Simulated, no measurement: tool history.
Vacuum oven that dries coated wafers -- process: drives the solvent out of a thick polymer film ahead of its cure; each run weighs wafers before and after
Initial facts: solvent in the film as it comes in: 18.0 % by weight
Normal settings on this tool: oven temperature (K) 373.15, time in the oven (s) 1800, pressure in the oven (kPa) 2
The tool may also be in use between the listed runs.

run,day,oven temperature (K),time in the oven (s),pressure in the oven (kPa),solvent left in the film (%)
1,0,373.15,1800,2,3.1
2,2.092,373.15,1800,6.32,5.65
3,4.554,373.15,1800,2,3
4,7.146,373.15,1800,2,2.95
# day 7.508: oven's thermocouples calibrated
5,8.912,371.15,1800,2,3.42
6,10.425,371.15,1800,2,3.34
7,11.883,379.15,960,2.03,4.35
8,14.404,375.15,1560,2.06,3.23
9,16.079,373.15,1380,2.06,3.99
10,17.579,371.15,1380,2.06,4.51
# day 19.708: oven's thermocouples calibrated, once more
11,20.462,379.15,2580,1.53,1.2

What if the next run were any one of these 5? Each begins from the tool's condition after run 11:
A,22.088,380.15,2100,2,?
B,22.088,373.15,2580,6.6,?
C,22.088,363.15,960,4.36,?
D,22.088,365.15,2040,1.53,?
E,22.088,378.15,2640,2.48,?

run,solvent left in the film (%)
A,1.71
B,5.18
C,9.72
D,4.02
E,1.84
Without the tool's unlogged condition, the same runs would have read:
run,solvent left in the film (%)
A,1.56
B,4.97
C,9.51
D,3.77
E,1.68
